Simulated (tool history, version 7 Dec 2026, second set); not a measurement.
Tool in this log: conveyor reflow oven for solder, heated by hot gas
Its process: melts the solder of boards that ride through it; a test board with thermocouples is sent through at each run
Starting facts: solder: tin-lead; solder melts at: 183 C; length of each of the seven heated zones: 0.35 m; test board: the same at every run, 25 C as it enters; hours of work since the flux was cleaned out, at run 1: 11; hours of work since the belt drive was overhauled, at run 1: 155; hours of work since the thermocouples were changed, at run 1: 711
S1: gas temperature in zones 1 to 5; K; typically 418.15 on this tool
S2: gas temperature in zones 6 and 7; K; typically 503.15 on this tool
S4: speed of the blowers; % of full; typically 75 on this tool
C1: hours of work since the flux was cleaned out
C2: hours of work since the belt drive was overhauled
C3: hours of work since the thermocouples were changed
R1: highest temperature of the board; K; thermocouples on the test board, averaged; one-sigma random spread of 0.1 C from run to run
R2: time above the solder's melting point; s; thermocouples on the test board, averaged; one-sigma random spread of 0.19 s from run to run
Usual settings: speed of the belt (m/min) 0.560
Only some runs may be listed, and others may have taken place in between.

run 1 day=0.000 | S1=418.15 S2=503.15 speed_of_the_belt_(m/min)=0.560 S4=75 | C1=11 C2=155 C3=711 | R1=492.95 R2=62.1
run 2 day=1.300 | S1=431.15 S2=503.15 speed_of_the_belt_(m/min)=0.560 S4=75 | C1=30 C2=174 C3=730 | R1=494.75 R2=68.1
run 3 day=2.038 | S1=431.15 S2=503.15 speed_of_the_belt_(m/min)=0.560 S4=75 | C1=40 C2=184 C3=740 | R1=494.35 R2=68.2
run 4 day=3.317 | S1=431.15 S2=503.15 speed_of_the_belt_(m/min)=0.560 S4=75 | C1=58 C2=203 C3=758 | R1=494.65 R2=67.9
run 5 day=4.058 | S1=431.15 S2=503.15 speed_of_the_belt_(m/min)=0.560 S4=75 | C1=69 C2=213 C3=769 | R1=494.55 R2=68.0
run 6 day=5.246 | S1=416.15 S2=503.15 speed_of_the_belt_(m/min)=0.560 S4=75 | C1=86 C2=230 C3=786 | R1=492.25 R2=60.7
run 7 day=5.808 | S1=416.15 S2=503.15 speed_of_the_belt_(m/min)=0.560 S4=75 | C1=94 C2=238 C3=794 | R1=492.35 R2=60.7
run 8 day=6.521 | S1=416.15 S2=503.15 speed_of_the_belt_(m/min)=0.560 S4=75 | C1=104 C2=248 C3=804 | R1=492.25 R2=60.5
run 9 day=7.133 | S1=416.15 S2=503.15 speed_of_the_belt_(m/min)=0.560 S4=75 | C1=112 C2=257 C3=812 | R1=492.35 R2=60.6
-- day=7.429 flux residue cleaned out of gas plates and filters
run 10 day=7.946 | S1=418.15 S2=503.15 speed_of_the_belt_(m/min)=0.560 S4=75 | C1=7 C2=265 C3=821 | R1=491.95 R2=61.3
run 11 day=8.562 | S1=418.15 S2=503.15 speed_of_the_belt_(m/min)=0.560 S4=75 | C1=16 C2=274 C3=830 | R1=492.05 R2=60.8
run 12 day=9.596 | S1=418.15 S2=503.15 speed_of_the_belt_(m/min)=0.560 S4=75 | C1=31 C2=289 C3=844 | R1=491.85 R2=61.0
run 13 day=10.483 | S1=418.15 S2=503.15 speed_of_the_belt_(m/min)=0.560 S4=75 | C1=43 C2=301 C3=857 | R1=491.85 R2=61.2
-- day=11.388 flux residue cleaned out of gas plates and filters, once more
-- day=11.488 thermocouples of zones 6 and 7 changed
run 14 day=11.488 | S1=418.15 S2=503.15 speed_of_the_belt_(m/min)=0.530 S4=75 | C1=0 C2=311 C3=0 | R1=493.55 R2=66.3
run 15 day=12.325 | S1=418.15 S2=503.15 speed_of_the_belt_(m/min)=0.530 S4=75 | C1=12 C2=323 C3=12 | R1=493.65 R2=66.3
run 16 day=13.017 | S1=418.15 S2=503.15 speed_of_the_belt_(m/min)=0.568 S4=83 | C1=22 C2=333 C3=22 | R1=493.35 R2=62.1
run 17 day=13.975 | S1=423.15 S2=494.15 speed_of_the_belt_(m/min)=0.577 S4=58 | C1=36 C2=347 C3=35 | R1=480.45 R2=51.0
run 18 day=15.254 | S1=418.15 S2=509.15 speed_of_the_belt_(m/min)=0.560 S4=79 | C1=54 C2=365 C3=53 | R1=498.45 R2=65.3
run 19 day=16.212 | S1=407.15 S2=503.15 speed_of_the_belt_(m/min)=0.495 S4=75 | C1=67 C2=378 C3=67 | R1=493.75 R2=67.2
run 20 day=16.767 | S1=407.15 S2=503.15 speed_of_the_belt_(m/min)=0.495 S4=54 | C1=75 C2=386 C3=75 | R1=488.45 R2=61.6
run 21 day=17.938 | S1=404.15 S2=492.15 speed_of_the_belt_(m/min)=0.522 S4=52 | C1=92 C2=403 C3=91 | R1=475.65 R2=43.1
run 22 day=19.108 | S1=408.15 S2=506.15 speed_of_the_belt_(m/min)=0.560 S4=75 | C1=108 C2=419 C3=108 | R1=493.25 R2=58.7
run 23 day=19.912 | S1=408.15 S2=506.15 speed_of_the_belt_(m/min)=0.560 S4=75 | C1=120 C2=431 C3=119 | R1=493.25 R2=58.9
run 24 day=20.612 | S1=408.15 S2=512.15 speed_of_the_belt_(m/min)=0.519 S4=75 | C1=130 C2=441 C3=129 | R1=500.75 R2=68.8
run 25 day=21.688 | S1=418.15 S2=514.15 speed_of_the_belt_(m/min)=0.549 S4=73 | C1=145 C2=456 C3=145 | R1=501.85 R2=68.8
run 26 day=22.750 | S1=418.15 S2=514.15 speed_of_the_belt_(m/min)=0.549 S4=73 | C1=160 C2=471 C3=160 | R1=501.75 R2=68.6
run 27 day=23.383 | S1=418.15 S2=514.15 speed_of_the_belt_(m/min)=0.668 S4=59 | C1=169 C2=480 C3=169 | R1=491.05 R2=49.4
-- day=23.650 flux residue cleaned out of gas plates and filters
run 28 day=24.779 | S1=418.15 S2=514.15 speed_of_the_belt_(m/min)=0.668 S4=59 | C1=16 C2=497 C3=186 | R1=492.35 R2=50.1
run 29 day=25.538 | S1=418.15 S2=512.15 speed_of_the_belt_(m/min)=0.655 S4=75 | C1=27 C2=508 C3=196 | R1=496.25 R2=54.4
run 30 day=26.162 | S1=417.15 S2=500.15 speed_of_the_belt_(m/min)=0.560 S4=75 | C1=36 C2=516 C3=205 | R1=489.65 R2=59.7

For some of the steps in R1 from one run to the next: how much would appear even if the tool had no hidden state, given the settings, what came in and random variation, and how much remains for the hidden state plus any gauge scatter that the measured result and the result without hidden state don't share?
The hidden state here: heat that the gas passes to the board, % of a clean oven's; belt's true speed, % of the reading; true gas temperature in zones 6 and 7 over the reading, C; drift of the gauge itself on peak_c, C; drift of the gauge itself on liquid_s, %.
Run 9 -> 10: S1 416.15 -> 418.15, flux residue cleaned out of gas plates and filters. R1 -0.40 K: hidden state -0.40, all else +0.00.
Run 13 -> 14: speed of the belt (m/min) 0.560 -> 0.530, flux residue cleaned out of gas plates and filters, once more, thermocouples of zones 6 and 7 changed. R1 +1.70 K: hidden state +0.40, all else +1.30.
Run 16 -> 17: S1 418.15 -> 423.15, S2 503.15 -> 494.15, speed of the belt (m/min) 0.568 -> 0.577, S4 83 -> 58. R1 -12.90 K: hidden state +0.00, all else -12.90.
Run 17 -> 18: S1 423.15 -> 418.15, S2 494.15 -> 509.15, speed of the belt (m/min) 0.577 -> 0.560, S4 58 -> 79. R1 +18.00 K: hidden state -0.10, all else +18.10.
Run 21 -> 22: S1 404.15 -> 408.15, S2 492.15 -> 506.15, speed of the belt (m/min) 0.522 -> 0.560, S4 52 -> 75. R1 +17.60 K: hidden state -0.20, all else +17.80.
Run 27 -> 28: flux residue cleaned out of gas plates and filters. R1 +1.30 K: hidden state +1.10, all else +0.20.
